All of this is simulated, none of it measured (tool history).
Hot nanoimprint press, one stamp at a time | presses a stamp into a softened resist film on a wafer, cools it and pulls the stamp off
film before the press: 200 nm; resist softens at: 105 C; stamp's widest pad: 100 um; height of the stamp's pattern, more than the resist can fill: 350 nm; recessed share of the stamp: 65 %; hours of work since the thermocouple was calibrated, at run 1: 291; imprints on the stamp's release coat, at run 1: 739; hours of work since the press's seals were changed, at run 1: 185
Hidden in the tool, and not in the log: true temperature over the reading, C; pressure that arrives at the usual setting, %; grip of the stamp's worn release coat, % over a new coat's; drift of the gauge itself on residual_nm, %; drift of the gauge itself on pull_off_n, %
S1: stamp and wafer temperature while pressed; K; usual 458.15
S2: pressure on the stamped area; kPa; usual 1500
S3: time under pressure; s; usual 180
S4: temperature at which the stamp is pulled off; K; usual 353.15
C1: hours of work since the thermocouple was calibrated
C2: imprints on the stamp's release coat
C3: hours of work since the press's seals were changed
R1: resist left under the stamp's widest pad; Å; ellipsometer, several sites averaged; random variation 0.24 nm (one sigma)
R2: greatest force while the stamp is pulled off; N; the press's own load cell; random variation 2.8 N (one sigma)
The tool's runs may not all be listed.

| run | hour | S1 | S2 | S3 | S4 | C1 | C2 | C3 | R1 | R2 |
|---|---|---|---|---|---|---|---|---|---|---|
| 1 | 0 | 458.15 | 1500 | 180 | 353.15 | 291 | 739 | 185 | 818 | 179 |
| 2 | 8.8 | 458.15 | 1500 | 180 | 353.15 | 295 | 762 | 189 | 817 | 178 |
|  | 16.9 | plate thermocouple calibrated |
| 3 | 20.5 | 458.15 | 1500 | 180 | 353.15 | 2 | 785 | 193 | 799 | 173 |
| 4 | 24.7 | 458.15 | 1500 | 180 | 353.15 | 4 | 796 | 195 | 801 | 179 |
| 5 | 30.7 | 458.15 | 1500 | 180 | 354.15 | 7 | 812 | 198 | 805 | 178 |
| 6 | 39.7 | 462.15 | 1500 | 180 | 353.15 | 11 | 836 | 203 | 658 | 180 |
| 7 | 46.5 | 462.15 | 1000 | 180 | 353.15 | 15 | 854 | 206 | 807 | 175 |
| 8 | 53.6 | 458.15 | 1500 | 235 | 353.15 | 18 | 873 | 210 | 717 | 173 |
|  | 62.1 | plate thermocouple calibrated, once more |
| 9 | 63.9 | 458.15 | 1500 | 235 | 353.15 | 1 | 892 | 214 | 762 | 194 |
| 10 | 71.9 | 458.15 | 1500 | 235 | 353.15 | 5 | 914 | 218 | 761 | 184 |
|  | 79.3 | stamp cleaned and given a new release coat |
| 11 | 85.5 | 458.15 | 1500 | 235 | 353.15 | 9 | 17 | 221 | 758 | 151 |
| 12 | 94.4 | 458.15 | 1500 | 153 | 353.15 | 13 | 40 | 226 | 890 | 153 |
| 13 | 99 | 458.15 | 1500 | 153 | 353.15 | 15 | 53 | 228 | 891 | 148 |
| 14 | 107.5 | 453.15 | 1360 | 180 | 359.15 | 20 | 75 | 232 | 1104 | 133 |
| 15 | 113.5 | 453.15 | 1360 | 259 | 343.15 | 23 | 91 | 235 | 976 | 179 |
| 16 | 119.4 | 453.15 | 1360 | 259 | 343.15 | 26 | 107 | 238 | 975 | 181 |
| 17 | 123.9 | 453.15 | 1360 | 259 | 343.15 | 28 | 119 | 241 | 973 | 181 |
| 18 | 130.5 | 455.15 | 1660 | 180 | 353.15 | 31 | 136 | 244 | 923 | 157 |
| 19 | 139.5 | 455.15 | 1510 | 103 | 338.15 | 36 | 160 | 248 | 1158 | 201 |

The next listed run, before its measurement:
| 20 | 148.3 | 458.15 | 2010 | 180 | 351.15 | 40 | 184 | 253 | ? | ? |

Run 20 gave R1 728 Å, R2 161 N.
Without the tool's hidden state the same run would have given R1 725 Å, R2 154 N.
